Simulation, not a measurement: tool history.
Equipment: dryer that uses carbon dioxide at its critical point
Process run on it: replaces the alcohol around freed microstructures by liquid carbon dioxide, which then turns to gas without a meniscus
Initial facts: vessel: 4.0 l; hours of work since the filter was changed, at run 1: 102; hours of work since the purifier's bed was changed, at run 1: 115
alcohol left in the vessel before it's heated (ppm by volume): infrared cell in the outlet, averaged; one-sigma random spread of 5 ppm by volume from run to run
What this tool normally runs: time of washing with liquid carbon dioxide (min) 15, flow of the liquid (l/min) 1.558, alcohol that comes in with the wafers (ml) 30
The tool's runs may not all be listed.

| run | hour | time of washing with liquid carbon dioxide (min) | flow of the liquid (l/min) | alcohol that comes in with the wafers (ml) | hours of work since the filter was changed | hours of work since the purifier's bed was changed | alcohol left in the vessel before it's heated (ppm by volume) |
|---|---|---|---|---|---|---|---|
| 1 | 0.0 | 15 | 1.558 | 30 | 102 | 115 | 80 |
| 2 | 12.8 | 15 | 1.558 | 30 | 107 | 120 | 83 |
| 3 | 28.5 | 20 | 1.558 | 30 | 115 | 127 | 37 |
| 4 | 42.7 | 20 | 1.558 | 30 | 121 | 134 | 38 |
| 5 | 65.6 | 20 | 1.558 | 30 | 131 | 144 | 48 |
| 6 | 87.6 | 20 | 1.558 | 30 | 141 | 154 | 35 |
| 7 | 97.9 | 20 | 1.558 | 30 | 146 | 159 | 53 |
| 8 | 113.9 | 20 | 1.558 | 30 | 153 | 166 | 49 |
| 9 | 138.3 | 20 | 1.558 | 30 | 164 | 177 | 52 |
|  | 155.7 | inlet filter changed |
| 10 | 160.7 | 17 | 1.558 | 30 | 2 | 186 | 62 |
| 11 | 179.3 | 17 | 2.340 | 66 | 11 | 195 | 40 |
| 12 | 198.0 | 15 | 2.210 | 40 | 19 | 203 | 39 |
| 13 | 209.9 | 15 | 2.170 | 94 | 24 | 209 | 54 |
| 14 | 226.3 | 15 | 2.170 | 94 | 32 | 216 | 54 |
| 15 | 248.3 | 10 | 1.960 | 56 | 42 | 226 | 193 |
| 16 | 264.4 | 9 | 2.030 | 22 | 49 | 233 | 136 |
| 17 | 275.9 | 9 | 2.030 | 22 | 54 | 238 | 125 |
| 18 | 286.1 | 9 | 2.030 | 22 | 59 | 243 | 128 |
| 19 | 304.1 | 9 | 1.260 | 22 | 67 | 251 | 471 |
| 20 | 320.3 | 12 | 1.110 | 30 | 74 | 258 | 431 |

What if the next run were any one of these 5? Each begins from the tool's condition after run 20:
| A | 330.7 | 9 | 1.110 | 58 | 79 | 263 | ? |
| B | 330.7 | 15 | 1.558 | 57 | 79 | 263 | ? |
| C | 330.7 | 20 | 2.070 | 35 | 79 | 263 | ? |
| D | 330.7 | 16 | 1.440 | 114 | 79 | 263 | ? |
| E | 330.7 | 12 | 2.260 | 56 | 79 | 263 | ? |

| run | alcohol left in the vessel before it's heated (ppm by volume) |
|---|---|
| A | 1655 |
| B | 136 |
| C | 47 |
| D | 229 |
| E | 87 |
Without the tool's unlogged condition, the same runs would have read:
| run | alcohol left in the vessel before it's heated (ppm by volume) |
|---|---|
| A | 1341 |
| B | 63 |
| C | 0 |
| D | 122 |
| E | 29 |
